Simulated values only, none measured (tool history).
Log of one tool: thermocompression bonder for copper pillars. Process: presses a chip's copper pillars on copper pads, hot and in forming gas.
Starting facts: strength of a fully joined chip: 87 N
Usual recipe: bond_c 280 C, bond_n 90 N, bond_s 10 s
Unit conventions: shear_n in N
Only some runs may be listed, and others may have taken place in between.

run 1 hour=0.0 | bond_c=280 bond_n=90 bond_s=10 | shear_n=47.0
run 2 hour=16.1 | bond_c=280 bond_n=90 bond_s=10 | shear_n=46.3
run 3 hour=30.5 | bond_c=280 bond_n=90 bond_s=10 | shear_n=46.2
run 4 hour=62.9 | bond_c=280 bond_n=90 bond_s=10 | shear_n=46.3
run 5 hour=83.1 | bond_c=280 bond_n=90 bond_s=10 | shear_n=46.4
run 6 hour=107.8 | bond_c=280 bond_n=90 bond_s=10 | shear_n=46.3
run 7 hour=131.2 | bond_c=280 bond_n=90 bond_s=10 | shear_n=47.1
run 8 hour=149.7 | bond_c=280 bond_n=90 bond_s=10 | shear_n=45.8
run 9 hour=170.2 | bond_c=280 bond_n=90 bond_s=21 | shear_n=57.2
run 10 hour=198.4 | bond_c=280 bond_n=120 bond_s=21 | shear_n=66.8
run 11 hour=223.1 | bond_c=280 bond_n=120 bond_s=21 | shear_n=66.8
run 12 hour=249.1 | bond_c=280 bond_n=120 bond_s=21 | shear_n=66.7
-- hour=259.3 forming gas filter changed
run 13 hour=265.2 | bond_c=280 bond_n=71 bond_s=10 | shear_n=40.9
run 14 hour=291.7 | bond_c=280 bond_n=71 bond_s=10 | shear_n=40.7
run 15 hour=321.7 | bond_c=280 bond_n=58 bond_s=10 | shear_n=34.9
run 16 hour=347.1 | bond_c=280 bond_n=58 bond_s=10 | shear_n=34.3
run 17 hour=376.4 | bond_c=280 bond_n=90 bond_s=10 | shear_n=49.9
run 18 hour=409.0 | bond_c=280 bond_n=90 bond_s=10 | shear_n=48.6
run 19 hour=424.2 | bond_c=280 bond_n=89 bond_s=10 | shear_n=48.7
run 20 hour=450.1 | bond_c=280 bond_n=75 bond_s=10 | shear_n=42.9
run 21 hour=466.7 | bond_c=280 bond_n=75 bond_s=10 | shear_n=43.5
run 22 hour=493.6 | bond_c=302 bond_n=90 bond_s=14 | shear_n=64.9
run 23 hour=520.6 | bond_c=302 bond_n=90 bond_s=14 | shear_n=65.6
run 24 hour=544.9 | bond_c=283 bond_n=123 bond_s=24 | shear_n=73.4
run 25 hour=570.7 | bond_c=283 bond_n=123 bond_s=24 | shear_n=73.8
run 26 hour=587.0 | bond_c=283 bond_n=123 bond_s=24 | shear_n=74.5
run 27 hour=620.4 | bond_c=283 bond_n=87 bond_s=29 | shear_n=66.0
run 28 hour=649.9 | bond_c=286 bond_n=108 bond_s=9 | shear_n=57.2
run 29 hour=680.8 | bond_c=286 bond_n=108 bond_s=9 | shear_n=56.9
run 30 hour=713.4 | bond_c=288 bond_n=60 bond_s=27 | shear_n=53.7
run 31 hour=740.8 | bond_c=289 bond_n=90 bond_s=9 | shear_n=52.2
run 32 hour=765.8 | bond_c=251 bond_n=90 bond_s=14 | shear_n=39.8
run 33 hour=794.6 | bond_c=280 bond_n=118 bond_s=7 | shear_n=53.8
-- hour=821.1 heater calibrated with a thermocouple chip
run 34 hour=821.1 | bond_c=280 bond_n=118 bond_s=7 | shear_n=47.1
run 35 hour=851.0 | bond_c=280 bond_n=118 bond_s=7 | shear_n=46.7
run 36 hour=869.2 | bond_c=270 bond_n=60 bond_s=19 | shear_n=33.6
run 37 hour=883.7 | bond_c=253 bond_n=90 bond_s=5 | shear_n=22.7
run 38 hour=905.8 | bond_c=270 bond_n=135 bond_s=15 | shear_n=57.4
run 39 hour=921.5 | bond_c=270 bond_n=135 bond_s=15 | shear_n=57.7

What does the tool deliver on the next run?
run 40 hour=938.7 | bond_c=280 bond_n=90 bond_s=7 | shear_n=?

shear_n: 37.9 N
The same run, on a tool lacking any hidden state, would have yielded shear_n 39.8 N.
